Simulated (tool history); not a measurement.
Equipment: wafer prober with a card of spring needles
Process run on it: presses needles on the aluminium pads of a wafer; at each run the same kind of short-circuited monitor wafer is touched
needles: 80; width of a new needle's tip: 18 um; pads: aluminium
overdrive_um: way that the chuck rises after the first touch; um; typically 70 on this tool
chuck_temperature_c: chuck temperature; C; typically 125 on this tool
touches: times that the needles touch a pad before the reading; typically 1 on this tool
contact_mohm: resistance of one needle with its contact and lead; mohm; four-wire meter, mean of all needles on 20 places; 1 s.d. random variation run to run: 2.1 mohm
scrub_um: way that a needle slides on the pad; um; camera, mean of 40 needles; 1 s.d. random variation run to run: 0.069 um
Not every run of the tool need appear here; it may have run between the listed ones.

{"run": 1, "hour": 0.0, "overdrive_um": 70, "chuck_temperature_c": 125, "touches": 1, "contact_mohm": 251, "scrub_um": 10.72}
{"hour": 2.1, "done": "tips cleaned on abrasive film"}
{"hour": 10.9, "done": "tips cleaned on abrasive film"}
{"run": 2, "hour": 18.5, "overdrive_um": 70, "chuck_temperature_c": 125, "touches": 1, "contact_mohm": 256, "scrub_um": 10.74}
{"hour": 20.4, "done": "tips cleaned on abrasive film"}
{"hour": 29.5, "done": "tips cleaned on abrasive film"}
{"run": 3, "hour": 35.7, "overdrive_um": 70, "chuck_temperature_c": 125, "touches": 1, "contact_mohm": 254, "scrub_um": 10.64}
{"hour": 38.7, "done": "tips cleaned on abrasive film"}
{"hour": 47.1, "done": "tips cleaned on abrasive film"}
{"run": 4, "hour": 47.9, "overdrive_um": 70, "chuck_temperature_c": 125, "touches": 1, "contact_mohm": 234, "scrub_um": 10.66}
{"hour": 56.8, "done": "tips cleaned on abrasive film"}
{"run": 5, "hour": 63.2, "overdrive_um": 70, "chuck_temperature_c": 39, "touches": 1, "contact_mohm": 237, "scrub_um": 10.79}
{"hour": 66.7, "done": "tips cleaned on abrasive film"}
{"hour": 75.6, "done": "tips cleaned on abrasive film"}
{"run": 6, "hour": 76.8, "overdrive_um": 70, "chuck_temperature_c": 39, "touches": 1, "contact_mohm": 219, "scrub_um": 10.72}
{"hour": 85.4, "done": "tips cleaned on abrasive film"}
{"hour": 95.5, "done": "tips cleaned on abrasive film"}
{"run": 7, "hour": 98.1, "overdrive_um": 70, "chuck_temperature_c": 39, "touches": 1, "contact_mohm": 225, "scrub_um": 10.46}
{"hour": 103.8, "done": "tips cleaned on abrasive film"}
{"hour": 113.8, "done": "tips cleaned on abrasive film"}
{"run": 8, "hour": 113.9, "overdrive_um": 68, "chuck_temperature_c": 125, "touches": 3, "contact_mohm": 232, "scrub_um": 10.09}
{"hour": 123.2, "done": "tips cleaned on abrasive film"}
{"run": 9, "hour": 130.6, "overdrive_um": 68, "chuck_temperature_c": 125, "touches": 1, "contact_mohm": 261, "scrub_um": 10.1}
{"hour": 132.2, "done": "tips cleaned on abrasive film"}
{"hour": 140.5, "done": "tips cleaned on abrasive film"}
{"hour": 150.6, "done": "tips cleaned on abrasive film"}
{"run": 10, "hour": 153.6, "overdrive_um": 68, "chuck_temperature_c": 125, "touches": 1, "contact_mohm": 246, "scrub_um": 10.27}
{"hour": 159.3, "done": "tips cleaned on abrasive film"}
{"run": 11, "hour": 165.1, "overdrive_um": 70, "chuck_temperature_c": 84, "touches": 1, "contact_mohm": 247, "scrub_um": 10.29}
{"hour": 169.0, "done": "tips cleaned on abrasive film"}
{"hour": 178.8, "done": "tips cleaned on abrasive film"}
{"run": 12, "hour": 178.8, "overdrive_um": 75, "chuck_temperature_c": 111, "touches": 2, "contact_mohm": 226, "scrub_um": 11.28}
{"hour": 187.8, "done": "tips cleaned on abrasive film"}
{"run": 13, "hour": 194.8, "overdrive_um": 75, "chuck_temperature_c": 111, "touches": 2, "contact_mohm": 237, "scrub_um": 11.27}

Below are 5 alternative next runs, each starting from the tool's condition after run 13. Predict each:
{"hour": 196.9, "done": "tips cleaned on abrasive film"}
{"hour": 207.0, "done": "tips cleaned on abrasive film"}
{"hour": 216.6, "done": "tips cleaned on abrasive film"}
{"run": "A", "hour": 216.6, "overdrive_um": 63, "chuck_temperature_c": 68, "touches": 2, "contact_mohm": "?", "scrub_um": "?"}
{"hour": 196.9, "done": "tips cleaned on abrasive film"}
{"hour": 207.0, "done": "tips cleaned on abrasive film"}
{"hour": 216.6, "done": "tips cleaned on abrasive film"}
{"run": "B", "hour": 216.6, "overdrive_um": 79, "chuck_temperature_c": 111, "touches": 3, "contact_mohm": "?", "scrub_um": "?"}
{"hour": 196.9, "done": "tips cleaned on abrasive film"}
{"hour": 207.0, "done": "tips cleaned on abrasive film"}
{"hour": 216.6, "done": "tips cleaned on abrasive film"}
{"run": "C", "hour": 216.6, "overdrive_um": 75, "chuck_temperature_c": 111, "touches": 3, "contact_mohm": "?", "scrub_um": "?"}
{"hour": 196.9, "done": "tips cleaned on abrasive film"}
{"hour": 207.0, "done": "tips cleaned on abrasive film"}
{"hour": 216.6, "done": "tips cleaned on abrasive film"}
{"run": "D", "hour": 216.6, "overdrive_um": 75, "chuck_temperature_c": 111, "touches": 2, "contact_mohm": "?", "scrub_um": "?"}
{"hour": 196.9, "done": "tips cleaned on abrasive film"}
{"hour": 207.0, "done": "tips cleaned on abrasive film"}
{"hour": 216.6, "done": "tips cleaned on abrasive film"}
{"run": "E", "hour": 216.6, "overdrive_um": 54, "chuck_temperature_c": 125, "touches": 1, "contact_mohm": "?", "scrub_um": "?"}

run=A contact_mohm=223 scrub_um=9.24
run=B contact_mohm=225 scrub_um=11.72
run=C contact_mohm=228 scrub_um=11.08
run=D contact_mohm=226 scrub_um=11.23
run=E contact_mohm=240 scrub_um=7.82
With no hidden state in the tool, these same runs would have given:
run=A contact_mohm=217 scrub_um=10.26
run=B contact_mohm=222 scrub_um=12.74
run=C contact_mohm=225 scrub_um=12.10
run=D contact_mohm=222 scrub_um=12.26
run=E contact_mohm=230 scrub_um=8.85

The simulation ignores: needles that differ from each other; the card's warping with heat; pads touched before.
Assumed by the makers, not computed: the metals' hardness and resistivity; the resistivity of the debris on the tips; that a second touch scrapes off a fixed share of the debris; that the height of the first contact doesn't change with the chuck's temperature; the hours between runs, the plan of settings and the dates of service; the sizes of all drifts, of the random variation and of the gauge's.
